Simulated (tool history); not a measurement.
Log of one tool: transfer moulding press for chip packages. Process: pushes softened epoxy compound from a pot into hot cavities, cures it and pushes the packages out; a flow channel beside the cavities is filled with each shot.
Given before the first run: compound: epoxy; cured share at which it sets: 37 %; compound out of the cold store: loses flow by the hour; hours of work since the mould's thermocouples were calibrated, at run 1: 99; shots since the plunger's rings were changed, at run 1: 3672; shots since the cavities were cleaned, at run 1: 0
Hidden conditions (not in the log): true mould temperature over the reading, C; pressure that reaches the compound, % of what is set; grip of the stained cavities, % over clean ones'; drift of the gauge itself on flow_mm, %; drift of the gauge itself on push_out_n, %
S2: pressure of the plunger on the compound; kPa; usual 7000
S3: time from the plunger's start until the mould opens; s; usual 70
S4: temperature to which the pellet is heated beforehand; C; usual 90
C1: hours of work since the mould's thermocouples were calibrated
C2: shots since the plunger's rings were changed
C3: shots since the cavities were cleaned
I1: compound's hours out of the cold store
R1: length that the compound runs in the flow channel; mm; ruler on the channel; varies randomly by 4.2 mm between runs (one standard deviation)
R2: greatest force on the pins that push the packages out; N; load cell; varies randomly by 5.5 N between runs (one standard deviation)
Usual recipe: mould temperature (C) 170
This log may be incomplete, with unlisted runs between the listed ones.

run 1 day=0 | mould_temperature_(C)=170 S2=7000 S3=70 S4=90 | C1=99 C2=3672 C3=0 | I1=11.6 | R1=808 R2=206
-- day=0.592 plunger's sealing rings changed
run 2 day=0.821 | mould_temperature_(C)=170 S2=7000 S3=70 S4=90 | C1=107 C2=64 C3=202 | I1=33 | R1=803 R2=252
run 3 day=1.321 | mould_temperature_(C)=170 S2=7000 S3=70 S4=90 | C1=113 C2=206 C3=344 | I1=39.9 | R1=784 R2=273
-- day=1.721 cavities cleaned with cleaning compound and waxed
run 4 day=1.762 | mould_temperature_(C)=170 S2=7000 S3=75 S4=90 | C1=117 C2=313 C3=12 | I1=22.2 | R1=825 R2=181
run 5 day=2.325 | mould_temperature_(C)=170 S2=7000 S3=70 S4=90 | C1=123 C2=471 C3=170 | I1=10.1 | R1=845 R2=240
run 6 day=3.071 | mould_temperature_(C)=170 S2=7000 S3=70 S4=90 | C1=131 C2=682 C3=381 | I1=10.9 | R1=839 R2=272
-- day=3.304 cavities cleaned with cleaning compound and waxed
run 7 day=3.683 | mould_temperature_(C)=172 S2=7000 S3=70 S4=90 | C1=137 C2=838 C3=107 | I1=32.9 | R1=786 R2=209
run 8 day=4.146 | mould_temperature_(C)=172 S2=7000 S3=70 S4=90 | C1=142 C2=969 C3=238 | I1=14.6 | R1=820 R2=231
-- day=4.929 cavities cleaned with cleaning compound and waxed
run 9 day=4.942 | mould_temperature_(C)=170 S2=7000 S3=70 S4=90 | C1=150 C2=1176 C3=4 | I1=15.7 | R1=823 R2=207
run 10 day=5.429 | mould_temperature_(C)=170 S2=7000 S3=70 S4=90 | C1=156 C2=1313 C3=141 | I1=35.2 | R1=783 R2=221
run 11 day=5.946 | mould_temperature_(C)=170 S2=7000 S3=70 S4=90 | C1=162 C2=1460 C3=288 | I1=23.8 | R1=807 R2=255
-- day=6.512 cavities cleaned with cleaning compound and waxed
run 12 day=6.717 | mould_temperature_(C)=170 S2=7000 S3=70 S4=90 | C1=169 C2=1659 C3=57 | I1=25.7 | R1=800 R2=219
run 13 day=7.062 | mould_temperature_(C)=170 S2=7000 S3=70 S4=90 | C1=173 C2=1758 C3=156 | I1=28.1 | R1=791 R2=242
run 14 day=7.792 | mould_temperature_(C)=170 S2=7000 S3=70 S4=90 | C1=181 C2=1963 C3=361 | I1=38.5 | R1=779 R2=277
-- day=8.104 cavities cleaned with cleaning compound and waxed
run 15 day=8.217 | mould_temperature_(C)=170 S2=5470 S3=77 S4=95 | C1=185 C2=2066 C3=32 | I1=19.6 | R1=715 R2=191
run 16 day=8.917 | mould_temperature_(C)=176 S2=8380 S3=75 S4=81 | C1=193 C2=2264 C3=230 | I1=37.5 | R1=819 R2=203
run 17 day=9.488 | mould_temperature_(C)=163 S2=5990 S3=75 S4=81 | C1=199 C2=2425 C3=391 | I1=41.2 | R1=736 R2=397
-- day=9.721 cavities cleaned with cleaning compound and waxed
run 18 day=10.225 | mould_temperature_(C)=170 S2=6690 S3=80 S4=90 | C1=207 C2=2616 C3=143 | I1=20 | R1=783 R2=213
run 19 day=10.671 | mould_temperature_(C)=163 S2=7890 S3=53 S4=81 | C1=212 C2=2742 C3=269 | I1=42.9 | R1=833 R2=782
run 20 day=11.075 | mould_temperature_(C)=163 S2=5970 S3=53 S4=98 | C1=216 C2=2855 C3=382 | I1=37.6 | R1=724 R2=823
-- day=11.329 cavities cleaned with cleaning compound and waxed
run 21 day=11.612 | mould_temperature_(C)=166 S2=8300 S3=102 S4=84 | C1=221 C2=2990 C3=80 | I1=21.3 | R1=879 R2=190
run 22 day=12.258 | mould_temperature_(C)=178 S2=6640 S3=97 S4=98 | C1=229 C2=3172 C3=262 | I1=10.2 | R1=764 R2=199
-- day=12.917 cavities cleaned with cleaning compound and waxed
run 23 day=12.917 | mould_temperature_(C)=175 S2=6690 S3=103 S4=95 | C1=235 C2=3341 C3=0 | I1=43 | R1=723 R2=149
run 24 day=13.246 | mould_temperature_(C)=173 S2=5210 S3=70 S4=90 | C1=239 C2=3434 C3=93 | I1=20 | R1=673 R2=209
run 25 day=13.825 | mould_temperature_(C)=173 S2=5210 S3=70 S4=90 | C1=245 C2=3597 C3=256 | I1=12.1 | R1=687 R2=234
run 26 day=14.258 | mould_temperature_(C)=170 S2=7000 S3=70 S4=96 | C1=250 C2=3720 C3=379 | I1=29.3 | R1=772 R2=280
-- day=14.496 cavities cleaned with cleaning compound and waxed
-- day=14.754 plunger's sealing rings changed
run 27 day=14.908 | mould_temperature_(C)=170 S2=7000 S3=82 S4=80 | C1=255 C2=43 C3=87 | I1=17 | R1=833 R2=187
run 28 day=15.317 | mould_temperature_(C)=172 S2=7000 S3=80 S4=80 | C1=260 C2=159 C3=203 | I1=36.2 | R1=790 R2=203

Entry by entry between the runs, the difference in hidden state between the last listed run before and the first listed run after:
Runs 1 to 2: plunger's sealing rings changed (day 0.592)
  true mould temperature over the reading, C: -0.29 -> -0.3; pressure that reaches the compound, % of what is set: 91.17 -> 99.21; grip of the stained cavities, % over clean ones': 4.1 -> 29.3
  measured result minus the result with no hidden state, R1: -37 -> -2 mm; R2: +11 -> +60 N
Runs 3 to 4: cavities cleaned with cleaning compound and waxed (day 1.721)
  true mould temperature over the reading, C: -0.31 -> -0.32; pressure that reaches the compound, % of what is set: 98.85 -> 98.59; grip of the stained cavities, % over clean ones': 42.8 -> 2.6
  measured result minus the result with no hidden state, R1: -3 -> -4 mm; R2: +84 -> +6 N
Runs 6 to 7: cavities cleaned with cleaning compound and waxed (day 3.304)
  true mould temperature over the reading, C: -0.35 -> -0.36; pressure that reaches the compound, % of what is set: 97.7 -> 97.34; grip of the stained cavities, % over clean ones': 44.2 -> 16.8
  measured result minus the result with no hidden state, R1: -9 -> -9 mm; R2: +88 -> +32 N
Runs 8 to 9: cavities cleaned with cleaning compound and waxed (day 4.929)
  true mould temperature over the reading, C: -0.37 -> -0.38; pressure that reaches the compound, % of what is set: 97.04 -> 96.56; grip of the stained cavities, % over clean ones': 31.2 -> 1.6
  measured result minus the result with no hidden state, R1: -11 -> -13 mm; R2: +57 -> +6 N
Runs 11 to 12: cavities cleaned with cleaning compound and waxed (day 6.512)
  true mould temperature over the reading, C: -0.4 -> -0.42; pressure that reaches the compound, % of what is set: 95.88 -> 95.39; grip of the stained cavities, % over clean ones': 35 -> 9.2
  measured result minus the result with no hidden state, R1: -15 -> -18 mm; R2: +70 -> +22 N
Runs 14 to 15: cavities cleaned with cleaning compound and waxed (day 8.104)
  pressure that reaches the compound, % of what is set: 94.7 -> 94.46; grip of the stained cavities, % over clean ones': 42.8 -> 9.7
  measured result minus the result with no hidden state, R1: -20 -> -19 mm; R2: +87 -> +19 N
Runs 17 to 18: cavities cleaned with cleaning compound and waxed (day 9.721)
  true mould temperature over the reading, C: -0.47 -> -0.48; pressure that reaches the compound, % of what is set: 93.57 -> 93.1; grip of the stained cavities, % over clean ones': 48.4 -> 24.7
  measured result minus the result with no hidden state, R1: -23 -> -27 mm; R2: +138 -> +44 N
Runs 20 to 21: cavities cleaned with cleaning compound and waxed (day 11.329)
  true mould temperature over the reading, C: -0.5 -> -0.51; pressure that reaches the compound, % of what is set: 92.52 -> 92.2; grip of the stained cavities, % over clean ones': 48.5 -> 15.3
  measured result minus the result with no hidden state, R1: -27 -> -34 mm; R2: +286 -> +26 N
Runs 22 to 23: cavities cleaned with cleaning compound and waxed (day 12.917)
  true mould temperature over the reading, C: -0.52 -> -0.53; pressure that reaches the compound, % of what is set: 91.8 -> 91.37; grip of the stained cavities, % over clean ones': 35.4 -> 2.7
  measured result minus the result with no hidden state, R1: -32 -> -32 mm; R2: +53 -> +4 N
Runs 26 to 27: cavities cleaned with cleaning compound and waxed (day 14.496); plunger's sealing rings changed (day 14.754)
  true mould temperature over the reading, C: -0.56 -> -0.57; pressure that reaches the compound, % of what is set: 90.52 -> 99.88; grip of the stained cavities, % over clean ones': 45 -> 13.8
  measured result minus the result with no hidden state, R1: -38 -> +1 mm; R2: +93 -> +24 N
